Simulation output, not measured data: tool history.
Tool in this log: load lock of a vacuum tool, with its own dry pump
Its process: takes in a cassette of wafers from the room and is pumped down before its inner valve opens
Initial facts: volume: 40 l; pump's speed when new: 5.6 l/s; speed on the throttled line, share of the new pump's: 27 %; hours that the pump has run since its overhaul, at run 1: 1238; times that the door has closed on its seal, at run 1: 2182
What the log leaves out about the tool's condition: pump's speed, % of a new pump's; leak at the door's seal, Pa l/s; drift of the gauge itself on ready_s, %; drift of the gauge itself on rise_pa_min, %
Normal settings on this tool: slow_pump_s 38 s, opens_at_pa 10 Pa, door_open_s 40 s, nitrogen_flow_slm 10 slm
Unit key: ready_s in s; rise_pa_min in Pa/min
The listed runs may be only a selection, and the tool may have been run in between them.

| run | hour | slow_pump_s | opens_at_pa | door_open_s | nitrogen_flow_slm | hours that the pump has run since its overhaul | times that the door has closed on its seal | incoming humidity of the room's air, % | ready_s | rise_pa_min |
|---|---|---|---|---|---|---|---|---|---|---|
| 1 | 0.0 | 38 | 10 | 40 | 10 | 1238 | 2182 | 45.2 | 95.2 | 0.044 |
| 2 | 315.8 | 38 | 10 | 102 | 10 | 1554 | 3416 | 46.3 | 94.8 | 0.067 |
| 3 | 731.8 | 38 | 10 | 102 | 10 | 1970 | 5041 | 46.9 | 94.2 | 0.071 |
| 4 | 1245.9 | 38 | 10 | 102 | 10 | 2484 | 7049 | 46.0 | 95.9 | 0.070 |
| 5 | 1536.4 | 38 | 10 | 102 | 10 | 2775 | 8184 | 50.8 | 96.8 | 0.083 |
| 6 | 1833.7 | 38 | 10 | 102 | 10 | 3072 | 9344 | 42.6 | 96.0 | 0.072 |
| 7 | 2308.3 | 38 | 10 | 102 | 10 | 3547 | 11199 | 44.2 | 96.8 | 0.082 |
| 8 | 2704.2 | 38 | 10 | 41 | 10 | 3943 | 12745 | 44.9 | 95.4 | 0.071 |
| 9 | 3242.7 | 38 | 10 | 40 | 20 | 4481 | 14848 | 46.1 | 97.3 | 0.070 |
| 10 | 3749.7 | 38 | 10 | 40 | 20 | 4988 | 16828 | 47.3 | 98.1 | 0.079 |
| 11 | 4312.7 | 38 | 10 | 40 | 20 | 5551 | 19028 | 45.2 | 98.3 | 0.089 |
| 12 | 4824.4 | 38 | 10 | 40 | 20 | 6063 | 21026 | 46.4 | 98.8 | 0.100 |
| 13 | 5294.4 | 38 | 10 | 40 | 20 | 6533 | 22862 | 41.0 | 98.9 | 0.094 |
| 14 | 5682.8 | 38 | 14 | 67 | 10 | 6921 | 24379 | 47.1 | 96.6 | 0.121 |
| 15 | 6111.1 | 38 | 14 | 67 | 10 | 7350 | 26052 | 45.9 | 96.5 | 0.134 |
| 16 | 6422.7 | 38 | 14 | 67 | 10 | 7661 | 27269 | 44.2 | 96.1 | 0.131 |
| 17 | 6903.7 | 64 | 10 | 171 | 25 | 8142 | 29148 | 40.2 | 117.4 | 0.160 |
| 18 | 7209.2 | 23 | 8 | 41 | 37 | 8448 | 30341 | 44.2 | 91.4 | 0.137 |
| 19 | 7735.4 | 38 | 10 | 36 | 8 | 8974 | 32397 | 48.0 | 100.1 | 0.161 |
| 20 | 8194.9 | 30 | 19 | 136 | 10 | 9433 | 34191 | 42.5 | 89.5 | 0.192 |
| 21 | 8615.5 | 44 | 11 | 37 | 19 | 9854 | 35834 | 42.1 | 104.3 | 0.173 |
| 22 | 9120.2 | 44 | 11 | 37 | 19 | 10359 | 37806 | 45.7 | 104.7 | 0.184 |
| 23 | 9373.5 | 44 | 11 | 37 | 19 | 10612 | 38795 | 40.5 | 103.9 | 0.194 |
| 24 | 9695.8 | 44 | 11 | 37 | 19 | 10934 | 40054 | 44.8 | 106.0 | 0.199 |
| 25 | 10251.7 | 44 | 11 | 37 | 19 | 11490 | 42225 | 45.0 | 106.3 | 0.217 |
| 26 | 10590.8 | 40 | 10 | 40 | 10 | 11829 | 43550 | 46.8 | 103.3 | 0.232 |

3 options for the next run, each taken on its own from the tool as it stands now. Forecast them:
| A | 11050.9 | 59 | 10 | 40 | 34 | 12289 | 45347 | 43.5 | ? | ? |
| B | 11050.9 | 31 | 8 | 43 | 10 | 12289 | 45347 | 44.4 | ? | ? |
| C | 11050.9 | 40 | 10 | 88 | 23 | 12289 | 45347 | 42.1 | ? | ? |

| run | ready_s | rise_pa_min |
|---|---|---|
| A | 118.7 | 0.235 |
| B | 100.8 | 0.246 |
| C | 103.9 | 0.251 |
Without the tool's hidden state the same runs would have given:
| run | ready_s | rise_pa_min |
|---|---|---|
| A | 110.6 | 0.020 |
| B | 91.3 | 0.031 |
| C | 95.3 | 0.037 |

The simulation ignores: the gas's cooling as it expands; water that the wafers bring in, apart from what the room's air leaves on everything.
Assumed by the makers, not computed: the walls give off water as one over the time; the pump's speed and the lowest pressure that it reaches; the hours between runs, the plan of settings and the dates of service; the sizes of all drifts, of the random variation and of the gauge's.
